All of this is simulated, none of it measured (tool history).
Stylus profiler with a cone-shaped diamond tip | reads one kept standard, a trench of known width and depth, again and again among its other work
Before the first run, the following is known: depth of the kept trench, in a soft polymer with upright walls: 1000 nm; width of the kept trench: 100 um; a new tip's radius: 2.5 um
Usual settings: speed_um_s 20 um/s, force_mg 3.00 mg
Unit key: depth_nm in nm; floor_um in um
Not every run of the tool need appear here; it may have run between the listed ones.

run 1 hour=0.0 | speed_um_s=20 force_mg=3.00 | depth_nm=1024.35 floor_um=93.59
run 2 hour=20.7 | speed_um_s=20 force_mg=3.00 | depth_nm=1024.55 floor_um=93.52
run 3 hour=42.2 | speed_um_s=20 force_mg=3.00 | depth_nm=1024.63 floor_um=93.56
run 4 hour=55.0 | speed_um_s=20 force_mg=3.00 | depth_nm=1024.58 floor_um=93.52
run 5 hour=67.0 | speed_um_s=20 force_mg=3.00 | depth_nm=1024.49 floor_um=93.53
run 6 hour=82.6 | speed_um_s=20 force_mg=3.00 | depth_nm=1024.53 floor_um=93.56
run 7 hour=102.6 | speed_um_s=20 force_mg=3.00 | depth_nm=1024.88 floor_um=93.51
run 8 hour=118.9 | speed_um_s=20 force_mg=3.00 | depth_nm=1024.82 floor_um=93.40
run 9 hour=135.4 | speed_um_s=20 force_mg=3.00 | depth_nm=1025.01 floor_um=93.46
run 10 hour=151.4 | speed_um_s=20 force_mg=3.00 | depth_nm=1025.00 floor_um=93.48
run 11 hour=168.9 | speed_um_s=20 force_mg=1.02 | depth_nm=1014.84 floor_um=93.41
run 12 hour=194.2 | speed_um_s=20 force_mg=1.02 | depth_nm=1015.21 floor_um=93.35
run 13 hour=212.7 | speed_um_s=20 force_mg=1.02 | depth_nm=1015.10 floor_um=93.37
run 14 hour=238.7 | speed_um_s=20 force_mg=1.02 | depth_nm=1015.49 floor_um=93.35
run 15 hour=263.2 | speed_um_s=20 force_mg=3.00 | depth_nm=1025.07 floor_um=93.35
run 16 hour=275.6 | speed_um_s=20 force_mg=3.00 | depth_nm=1025.26 floor_um=93.32
run 17 hour=293.3 | speed_um_s=20 force_mg=3.00 | depth_nm=1025.16 floor_um=93.33
run 18 hour=306.9 | speed_um_s=20 force_mg=2.40 | depth_nm=1022.60 floor_um=93.23
run 19 hour=320.1 | speed_um_s=20 force_mg=5.25 | depth_nm=1034.46 floor_um=93.30
run 20 hour=331.7 | speed_um_s=20 force_mg=5.25 | depth_nm=1033.94 floor_um=93.33
run 21 hour=358.4 | speed_um_s=20 force_mg=5.25 | depth_nm=1034.02 floor_um=93.34
run 22 hour=376.0 | speed_um_s=50 force_mg=3.00 | depth_nm=1025.85 floor_um=93.07
run 23 hour=395.6 | speed_um_s=20 force_mg=5.05 | depth_nm=1033.47 floor_um=93.29
run 24 hour=413.9 | speed_um_s=16 force_mg=5.05 | depth_nm=1033.61 floor_um=93.28
run 25 hour=436.3 | speed_um_s=5 force_mg=6.55 | depth_nm=1038.58 floor_um=93.35
run 26 hour=447.7 | speed_um_s=12 force_mg=2.37 | depth_nm=1022.95 floor_um=93.25
run 27 hour=463.9 | speed_um_s=7 force_mg=1.01 | depth_nm=1015.72 floor_um=93.22
run 28 hour=488.4 | speed_um_s=7 force_mg=1.01 | depth_nm=1015.97 floor_um=93.20
run 29 hour=504.5 | speed_um_s=20 force_mg=2.81 | depth_nm=1024.91 floor_um=93.18
run 30 hour=522.0 | speed_um_s=20 force_mg=2.81 | depth_nm=1024.81 floor_um=93.13
run 31 hour=539.1 | speed_um_s=32 force_mg=4.02 | depth_nm=1029.89 floor_um=93.09
run 32 hour=549.8 | speed_um_s=32 force_mg=4.02 | depth_nm=1030.11 floor_um=93.09
-- hour=551.5 height scale calibrated on a step standard
run 33 hour=569.0 | speed_um_s=12 force_mg=3.00 | depth_nm=1030.09 floor_um=93.15
run 34 hour=595.7 | speed_um_s=10 force_mg=1.30 | depth_nm=1021.54 floor_um=93.13
run 35 hour=610.2 | speed_um_s=55 force_mg=1.35 | depth_nm=1021.84 floor_um=92.78
run 36 hour=637.0 | speed_um_s=55 force_mg=1.35 | depth_nm=1022.08 floor_um=92.74
-- hour=639.2 height scale calibrated on a step standard, once more
run 37 hour=657.6 | speed_um_s=55 force_mg=1.35 | depth_nm=1010.72 floor_um=92.68
run 38 hour=680.3 | speed_um_s=11 force_mg=4.49 | depth_nm=1024.53 floor_um=93.07
run 39 hour=692.1 | speed_um_s=30 force_mg=8.58 | depth_nm=1038.16 floor_um=93.03
run 40 hour=707.0 | speed_um_s=57 force_mg=8.92 | depth_nm=1039.10 floor_um=92.99
run 41 hour=717.8 | speed_um_s=57 force_mg=8.92 | depth_nm=1038.93 floor_um=92.92
run 42 hour=731.1 | speed_um_s=20 force_mg=5.66 | depth_nm=1028.81 floor_um=93.08
run 43 hour=750.7 | speed_um_s=20 force_mg=5.66 | depth_nm=1029.00 floor_um=93.02
run 44 hour=761.6 | speed_um_s=20 force_mg=5.66 | depth_nm=1029.40 floor_um=93.07
run 45 hour=783.9 | speed_um_s=9 force_mg=1.28 | depth_nm=1010.89 floor_um=93.02
run 46 hour=794.8 | speed_um_s=28 force_mg=4.79 | depth_nm=1026.24 floor_um=92.93
run 47 hour=816.7 | speed_um_s=28 force_mg=4.79 | depth_nm=1026.16 floor_um=93.02

Consider 3 possible next runs. They are alternatives, not a sequence: every one starts from the tool as it was left by run 47. What does each give?
run A hour=839.6 | speed_um_s=37 force_mg=1.16 | depth_nm=? floor_um=?
run B hour=839.6 | speed_um_s=20 force_mg=3.03 | depth_nm=? floor_um=?
run C hour=839.6 | speed_um_s=43 force_mg=4.17 | depth_nm=? floor_um=?

run=A depth_nm=1010.08 floor_um=92.69
run=B depth_nm=1018.91 floor_um=92.88
run=C depth_nm=1023.74 floor_um=92.81
What these runs would have given with no unlogged condition in the tool:
run=A depth_nm=1009.96 floor_um=95.66
run=B depth_nm=1018.78 floor_um=95.85
run=C depth_nm=1023.61 floor_um=95.78
